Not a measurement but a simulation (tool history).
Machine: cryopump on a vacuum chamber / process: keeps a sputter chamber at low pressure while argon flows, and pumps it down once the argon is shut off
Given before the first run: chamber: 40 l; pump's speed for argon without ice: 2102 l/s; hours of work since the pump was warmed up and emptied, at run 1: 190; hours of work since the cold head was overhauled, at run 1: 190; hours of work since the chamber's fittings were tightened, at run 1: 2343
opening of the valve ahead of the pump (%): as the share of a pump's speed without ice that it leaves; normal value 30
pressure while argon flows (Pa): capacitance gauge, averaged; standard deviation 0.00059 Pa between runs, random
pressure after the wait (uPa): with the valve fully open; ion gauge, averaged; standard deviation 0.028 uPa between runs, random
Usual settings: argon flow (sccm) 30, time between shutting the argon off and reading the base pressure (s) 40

| run | day | argon flow (sccm) | time between shutting the argon off and reading the base pressure (s) | opening of the valve ahead of the pump (%) | hours of work since the pump was warmed up and emptied | hours of work since the cold head was overhauled | hours of work since the chamber's fittings were tightened | pressure while argon flows (Pa) | pressure after the wait (uPa) |
|---|---|---|---|---|---|---|---|---|---|
| 1 | 0 | 30 | 40 | 30 | 190 | 190 | 2343 | 0.083 | 1.77 |
| 2 | 1.483 | 56 | 40 | 30 | 209 | 209 | 2362 | 0.154 | 1.76 |
| 3 | 3.346 | 30 | 122 | 30 | 232 | 232 | 2385 | 0.0827 | 1.01 |
| 4 | 4.996 | 30 | 122 | 30 | 252 | 252 | 2406 | 0.0824 | 1.04 |
| 5 | 6.442 | 30 | 122 | 30 | 270 | 270 | 2424 | 0.0835 | 1.01 |
| 6 | 7.817 | 30 | 122 | 30 | 288 | 288 | 2441 | 0.0837 | 1.06 |
| 7 | 9.333 | 30 | 122 | 30 | 306 | 306 | 2460 | 0.083 | 1.04 |
| 8 | 10.5 | 30 | 122 | 30 | 321 | 321 | 2474 | 0.0849 | 1.05 |
| 9 | 11.979 | 30 | 122 | 30 | 339 | 339 | 2493 | 0.0837 | 1.06 |
| 10 | 13.212 | 30 | 122 | 30 | 355 | 355 | 2508 | 0.0843 | 1.03 |
|  | 13.517 | leaking fittings of the chamber tightened, without venting |
| 11 | 14.692 | 30 | 40 | 15 | 372 | 372 | 15 | 0.1651 | 1.39 |
| 12 | 16.067 | 30 | 40 | 15 | 389 | 389 | 32 | 0.1653 | 1.28 |
| 13 | 17.892 | 30 | 40 | 15 | 412 | 412 | 55 | 0.168 | 1.42 |
| 14 | 20.071 | 30 | 40 | 15 | 439 | 439 | 82 | 0.167 | 1.43 |
| 15 | 22.379 | 30 | 40 | 15 | 468 | 468 | 111 | 0.1667 | 1.41 |
| 16 | 24.558 | 30 | 40 | 15 | 495 | 495 | 138 | 0.1655 | 1.38 |
| 17 | 25.983 | 30 | 40 | 30 | 513 | 513 | 155 | 0.0865 | 1.37 |
| 18 | 27.912 | 30 | 214 | 30 | 537 | 537 | 180 | 0.0867 | 0.41 |
| 19 | 29.104 | 30 | 214 | 17 | 552 | 552 | 194 | 0.1492 | 0.45 |
| 20 | 30.933 | 30 | 214 | 17 | 575 | 575 | 217 | 0.1473 | 0.47 |
| 21 | 32.921 | 30 | 214 | 17 | 600 | 600 | 242 | 0.1495 | 0.48 |
| 22 | 33.975 | 38 | 246 | 30 | 613 | 613 | 255 | 0.111 | 0.46 |
| 23 | 35.275 | 38 | 246 | 30 | 629 | 629 | 271 | 0.1109 | 0.47 |
| 24 | 36.462 | 16 | 83 | 43 | 644 | 644 | 286 | 0.0338 | 0.81 |
| 25 | 38.746 | 33 | 73 | 20 | 672 | 672 | 315 | 0.1414 | 0.92 |
| 26 | 40.654 | 33 | 73 | 20 | 696 | 696 | 339 | 0.1416 | 0.92 |
| 27 | 42.262 | 18 | 73 | 46 | 716 | 716 | 359 | 0.0366 | 0.96 |
| 28 | 44.638 | 18 | 73 | 46 | 746 | 746 | 388 | 0.0371 | 0.93 |
|  | 45.121 | pump warmed up, emptied and cooled again |
| 29 | 46.575 | 24 | 73 | 53 | 18 | 767 | 410 | 0.0377 | 0.88 |
| 30 | 47.712 | 20 | 40 | 37 | 32 | 782 | 424 | 0.0441 | 1.39 |
| 31 | 49.188 | 13 | 276 | 38 | 51 | 800 | 442 | 0.0284 | 0.38 |
| 32 | 51.308 | 57 | 182 | 30 | 77 | 826 | 469 | 0.1557 | 0.51 |
| 33 | 52.421 | 18 | 93 | 43 | 91 | 840 | 483 | 0.0357 | 0.72 |
| 34 | 54.683 | 20 | 93 | 32 | 119 | 868 | 511 | 0.0514 | 0.79 |
| 35 | 56.529 | 20 | 93 | 32 | 142 | 891 | 534 | 0.052 | 0.75 |

Below are 3 alternative next runs, each starting from the tool's condition after run 35. Predict each:
| A | 58.267 | 43 | 159 | 42 | 164 | 913 | 556 | ? | ? |
| B | 58.267 | 20 | 93 | 16 | 164 | 913 | 556 | ? | ? |
| C | 58.267 | 36 | 78 | 59 | 164 | 913 | 556 | ? | ? |

| run | pressure while argon flows (Pa) | pressure after the wait (uPa) |
|---|---|---|
| A | 0.0864 | 0.55 |
| B | 0.1033 | 0.74 |
| C | 0.0525 | 0.9 |
With no hidden state in the tool, these same runs would have given:
| run | pressure while argon flows (Pa) | pressure after the wait (uPa) |
|---|---|---|
| A | 0.0829 | 0.43 |
| B | 0.1017 | 0.62 |
| C | 0.0496 | 0.77 |

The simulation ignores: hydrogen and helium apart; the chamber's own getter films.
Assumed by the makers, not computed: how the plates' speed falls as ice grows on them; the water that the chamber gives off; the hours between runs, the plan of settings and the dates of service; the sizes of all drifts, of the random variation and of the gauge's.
